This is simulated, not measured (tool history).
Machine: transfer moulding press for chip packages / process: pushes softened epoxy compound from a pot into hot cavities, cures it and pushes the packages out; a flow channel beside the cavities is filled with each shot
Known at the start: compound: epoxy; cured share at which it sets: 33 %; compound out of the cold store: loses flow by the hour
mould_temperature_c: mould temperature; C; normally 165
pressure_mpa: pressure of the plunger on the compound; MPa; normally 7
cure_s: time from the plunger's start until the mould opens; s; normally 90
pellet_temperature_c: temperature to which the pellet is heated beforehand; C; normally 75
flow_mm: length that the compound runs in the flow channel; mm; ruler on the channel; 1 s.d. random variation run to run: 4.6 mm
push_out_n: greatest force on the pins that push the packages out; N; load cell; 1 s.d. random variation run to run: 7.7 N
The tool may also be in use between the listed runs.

| run | hour | mould_temperature_c | pressure_mpa | cure_s | pellet_temperature_c | incoming compound's hours out of the cold store | flow_mm | push_out_n |
|---|---|---|---|---|---|---|---|---|
| 1 | 0 | 165 | 7 | 90 | 75 | 21.5 | 760 | 428 |
| 2 | 30.8 | 165 | 7 | 90 | 75 | 11.4 | 803 | 555 |
|  | 42 | cavities cleaned with cleaning compound and waxed |
|  | 96.3 | cavities cleaned with cleaning compound and waxed |
| 3 | 103.8 | 165 | 7 | 90 | 75 | 23.5 | 748 | 401 |
|  | 154 | cavities cleaned with cleaning compound and waxed |
|  | 162.4 | plunger's sealing rings changed |
| 4 | 180.4 | 165 | 7 | 90 | 75 | 10.4 | 829 | 507 |
|  | 186.9 | mould's thermocouples calibrated |
|  | 216.1 | cavities cleaned with cleaning compound and waxed |
| 5 | 255.6 | 165 | 7 | 90 | 75 | 30.8 | 739 | 520 |
|  | 273.9 | cavities cleaned with cleaning compound and waxed |
| 6 | 308.3 | 165 | 7 | 90 | 75 | 22.7 | 766 | 526 |
|  | 330.7 | cavities cleaned with cleaning compound and waxed |
| 7 | 355.8 | 165 | 7 | 90 | 75 | 40.3 | 701 | 466 |
|  | 389.8 | cavities cleaned with cleaning compound and waxed |
| 8 | 395.3 | 165 | 7 | 90 | 75 | 24.8 | 761 | 395 |
|  | 446.6 | cavities cleaned with cleaning compound and waxed |
| 9 | 453.7 | 165 | 7 | 90 | 75 | 32.4 | 714 | 375 |
|  | 465.3 | mould's thermocouples calibrated, once more |
|  | 505.1 | cavities cleaned with cleaning compound and waxed |
| 10 | 528.4 | 169 | 5.4 | 112 | 75 | 45.2 | 571 | 360 |
|  | 559 | plunger's sealing rings changed |
|  | 563.7 | cavities cleaned with cleaning compound and waxed |
| 11 | 570.3 | 158 | 7 | 90 | 66 | 9.3 | 859 | 764 |
|  | 617.8 | cavities cleaned with cleaning compound and waxed |
| 12 | 639.9 | 158 | 7 | 90 | 66 | 17.3 | 826 | 826 |
|  | 671.4 | cavities cleaned with cleaning compound and waxed |
| 13 | 671.4 | 158 | 7 | 90 | 66 | 37.2 | 737 | 575 |

Below are 4 alternative next runs, each starting from the tool's condition after run 13. Predict each:
| A | 709.8 | 171 | 7.83 | 90 | 66 | 41.5 | ? | ? |
| B | 709.8 | 164 | 7 | 75 | 74 | 14.8 | ? | ? |
| C | 709.8 | 165 | 6.84 | 106 | 69 | 45.4 | ? | ? |
| D | 709.8 | 162 | 8.54 | 90 | 82 | 43.4 | ? | ? |

| run | flow_mm | push_out_n |
|---|---|---|
| A | 720 | 405 |
| B | 796 | 853 |
| C | 675 | 440 |
| D | 768 | 566 |
Without the tool's unlogged condition, the same runs would have read:
| run | flow_mm | push_out_n |
|---|---|---|
| A | 734 | 273 |
| B | 812 | 568 |
| C | 688 | 296 |
| D | 783 | 374 |
